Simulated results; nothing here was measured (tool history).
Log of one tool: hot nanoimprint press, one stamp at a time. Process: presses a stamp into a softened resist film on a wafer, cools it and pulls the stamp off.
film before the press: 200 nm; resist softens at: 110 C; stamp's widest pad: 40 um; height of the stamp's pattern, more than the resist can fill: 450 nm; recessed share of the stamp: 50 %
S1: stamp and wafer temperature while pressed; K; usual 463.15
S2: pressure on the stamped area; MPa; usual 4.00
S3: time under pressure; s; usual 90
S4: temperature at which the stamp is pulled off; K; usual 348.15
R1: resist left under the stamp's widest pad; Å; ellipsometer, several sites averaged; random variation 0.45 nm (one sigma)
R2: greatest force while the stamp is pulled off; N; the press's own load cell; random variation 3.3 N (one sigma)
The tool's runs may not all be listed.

| run | hour | S1 | S2 | S3 | S4 | R1 | R2 |
|---|---|---|---|---|---|---|---|
| 1 | 0.0 | 463.15 | 4.00 | 90 | 348.15 | 808 | 168 |
| 2 | 11.8 | 463.15 | 4.00 | 90 | 348.15 | 804 | 171 |
| 3 | 20.5 | 463.15 | 4.00 | 90 | 348.15 | 812 | 177 |
| 4 | 38.3 | 463.15 | 4.00 | 90 | 348.15 | 805 | 183 |
| 5 | 50.6 | 463.15 | 4.00 | 90 | 342.15 | 808 | 208 |
| 6 | 61.1 | 463.15 | 4.00 | 90 | 342.15 | 812 | 209 |
| 7 | 70.6 | 474.15 | 4.00 | 90 | 342.15 | 467 | 205 |
| 8 | 85.7 | 474.15 | 4.00 | 90 | 342.15 | 467 | 213 |
| 9 | 107.2 | 474.15 | 4.00 | 90 | 342.15 | 468 | 217 |
| 10 | 118.3 | 474.15 | 4.00 | 90 | 342.15 | 467 | 221 |
| 11 | 131.3 | 474.15 | 4.00 | 90 | 353.15 | 470 | 180 |
| 12 | 143.9 | 454.15 | 4.00 | 90 | 348.15 | 1191 | 192 |
| 13 | 161.7 | 454.15 | 4.00 | 90 | 348.15 | 1193 | 186 |
| 14 | 182.0 | 454.15 | 4.00 | 90 | 348.15 | 1196 | 215 |
| 15 | 207.1 | 454.15 | 4.00 | 90 | 348.15 | 1195 | 153 |
| 16 | 217.5 | 452.15 | 4.00 | 90 | 349.15 | 1284 | 156 |
| 17 | 229.6 | 452.15 | 4.00 | 90 | 349.15 | 1291 | 158 |
| 18 | 246.3 | 452.15 | 4.00 | 90 | 349.15 | 1289 | 156 |
| 19 | 265.2 | 452.15 | 4.00 | 90 | 349.15 | 1365 | 171 |
| 20 | 286.7 | 466.15 | 2.64 | 90 | 356.15 | 857 | 145 |
| 21 | 297.9 | 466.15 | 2.64 | 90 | 356.15 | 858 | 143 |
| 22 | 319.3 | 474.15 | 3.68 | 150 | 348.15 | 399 | 177 |
| 23 | 341.0 | 474.15 | 3.68 | 150 | 348.15 | 396 | 175 |
| 24 | 362.7 | 474.15 | 3.68 | 150 | 348.15 | 391 | 182 |
| 25 | 375.5 | 474.15 | 3.68 | 150 | 348.15 | 384 | 181 |
| 26 | 392.8 | 460.15 | 4.00 | 105 | 348.15 | 891 | 186 |
| 27 | 409.1 | 460.15 | 4.00 | 159 | 348.15 | 751 | 183 |
| 28 | 425.1 | 463.15 | 4.97 | 109 | 348.15 | 688 | 194 |
| 29 | 434.4 | 463.15 | 3.82 | 148 | 348.15 | 672 | 195 |
| 30 | 444.1 | 463.15 | 4.75 | 148 | 338.15 | 613 | 230 |

Taken out of this log: 4 entries between the listed runs. Where each belongs, and how the hidden state differs across it:
Between runs 11 and 12: plate thermocouple calibrated (hour 143.9)
  true temperature over the reading, C: 0.88 -> 1.19; pressure that arrives at the usual setting, %: 98.34 -> 98.31; grip of the stamp's worn release coat, % over a new coat's: 25.4 -> 26.4
  measured less the result without the state, R1: -16 -> -53 Å; R2: +33 -> +37 N
Between runs 14 and 15: stamp cleaned and given a new release coat (hour 194.5)
  true temperature over the reading, C: 1.27 -> 1.31; pressure that arrives at the usual setting, %: 98.23 -> 98.18; grip of the stamp's worn release coat, % over a new coat's: 30.4 -> 1.2
  measured less the result without the state, R1: -56 -> -59 Å; R2: +46 -> -2 N
Between runs 18 and 19: plate thermocouple calibrated, once more (hour 253.5)
  true temperature over the reading, C: 1.41 -> -0.08; pressure that arrives at the usual setting, %: 98.09 -> 98.06; grip of the stamp's worn release coat, % over a new coat's: 5.1 -> 6.6
  measured less the result without the state, R1: -63 -> +11 Å; R2: +3 -> +11 N
Between runs 19 and 20: press's hydraulic seals changed and the load cell set to zero (hour 274.4)
  true temperature over the reading, C: -0.08 -> -0.05; pressure that arrives at the usual setting, %: 98.06 -> 99.58; grip of the stamp's worn release coat, % over a new coat's: 6.6 -> 8
  measured less the result without the state, R1: +11 -> +3 Å; R2: +11 -> +11 N

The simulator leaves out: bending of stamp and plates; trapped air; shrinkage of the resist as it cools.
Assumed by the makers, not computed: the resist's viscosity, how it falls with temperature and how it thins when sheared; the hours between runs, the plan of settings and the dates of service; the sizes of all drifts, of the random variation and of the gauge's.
